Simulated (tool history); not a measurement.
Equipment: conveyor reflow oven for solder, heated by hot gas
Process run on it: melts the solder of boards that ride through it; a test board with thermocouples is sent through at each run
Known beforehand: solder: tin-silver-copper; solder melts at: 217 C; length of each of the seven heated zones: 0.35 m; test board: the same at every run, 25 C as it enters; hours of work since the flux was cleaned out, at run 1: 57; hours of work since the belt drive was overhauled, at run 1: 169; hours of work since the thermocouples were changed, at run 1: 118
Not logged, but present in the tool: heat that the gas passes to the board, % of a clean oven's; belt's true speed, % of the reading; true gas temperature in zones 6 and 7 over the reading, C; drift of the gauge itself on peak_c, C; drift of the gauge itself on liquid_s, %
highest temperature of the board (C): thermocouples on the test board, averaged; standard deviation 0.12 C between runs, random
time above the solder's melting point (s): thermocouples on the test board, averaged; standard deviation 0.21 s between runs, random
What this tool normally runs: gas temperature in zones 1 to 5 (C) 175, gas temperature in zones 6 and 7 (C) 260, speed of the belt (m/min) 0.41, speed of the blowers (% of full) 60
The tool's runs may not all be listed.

run,day,gas temperature in zones 1 to 5 (C),gas temperature in zones 6 and 7 (C),speed of the belt (m/min),speed of the blowers (% of full),hours of work since the flux was cleaned out,hours of work since the belt drive was overhauled,hours of work since the thermocouples were changed,highest temperature of the board (C),time above the solder's melting point (s)
1,0,175,260,0.41,60,57,169,118,244,67.8
2,0.271,175,260,0.41,60,60,173,121,244.2,68.2
3,0.621,175,260,0.41,60,65,177,126,244.2,67.8
4,0.979,175,260,0.41,60,69,182,130,244.1,67.9
5,1.354,175,260,0.41,60,74,186,135,244.1,68
6,1.858,175,260,0.41,60,80,193,141,244.1,67.7
7,2.142,175,249,0.41,60,84,196,145,234.9,54.7
8,2.717,175,249,0.41,60,91,204,152,234.8,54.9
9,3.225,175,249,0.41,60,98,210,159,235,54.4
10,3.675,175,260,0.41,60,104,216,164,244,67.9
11,4.192,175,260,0.41,60,110,222,171,244.2,67.8
12,4.775,161,260,0.41,60,117,230,178,241.3,57.9
13,5.012,161,260,0.41,60,120,233,181,241.4,57.4
14,5.479,175,260,0.41,60,126,239,187,244.1,67.6
15,5.838,175,260,0.41,60,131,243,192,244.2,67.7
16,6.208,175,260,0.442,85,136,248,196,246.7,66.8
17,6.779,188,260,0.392,87,143,255,204,251.6,89.4
18,7.362,175,273,0.41,55,150,262,211,253.7,77.5
19,7.946,175,273,0.41,55,158,270,218,253.5,77.6
20,8.321,161,268,0.41,65,162,275,223,249.5,68.2
# day 8.583: flux residue cleaned out of gas plates and filters
21,9.058,161,268,0.41,65,6,281,230,248.8,67.3
22,9.608,175,266,0.41,60,13,288,237,248.7,73.1
23,9.975,175,266,0.41,60,18,293,242,248.7,72.9
# day 10.354: flux residue cleaned out of gas plates and filters, once more
24,10.558,175,254,0.473,57,3,298,246,234.4,44.2
25,11.104,181,259,0.372,57,9,305,253,246.8,83.4
26,11.492,181,270,0.394,66,14,309,258,256.6,88.4
27,11.85,171,270,0.419,66,19,314,263,253.1,74.2
28,12.271,175,269,0.41,89,24,319,268,257.7,83

Branching from run 28: 5 alternative next runs. What would each branch give?
A,12.821,175,269,0.365,51,31,326,275,?,?
B,12.821,175,270,0.41,60,31,326,275,?,?
C,12.821,175,269,0.41,70,31,326,275,?,?
D,12.821,182,258,0.38,89,31,326,275,?,?
E,12.821,175,271,0.424,89,31,326,275,?,?

run,highest temperature of the board (C),time above the solder's melting point (s)
A,253.7,88.8
B,253,77.7
C,254.3,79.8
D,250.2,88.3
E,258.2,80.9
With the hidden condition removed and each run's random variation left untouched, the same runs would have given:
run,highest temperature of the board (C),time above the solder's melting point (s)
A,252.9,87.5
B,252.3,76.5
C,253.7,78.7
D,249.5,87.2
E,257.5,79.9
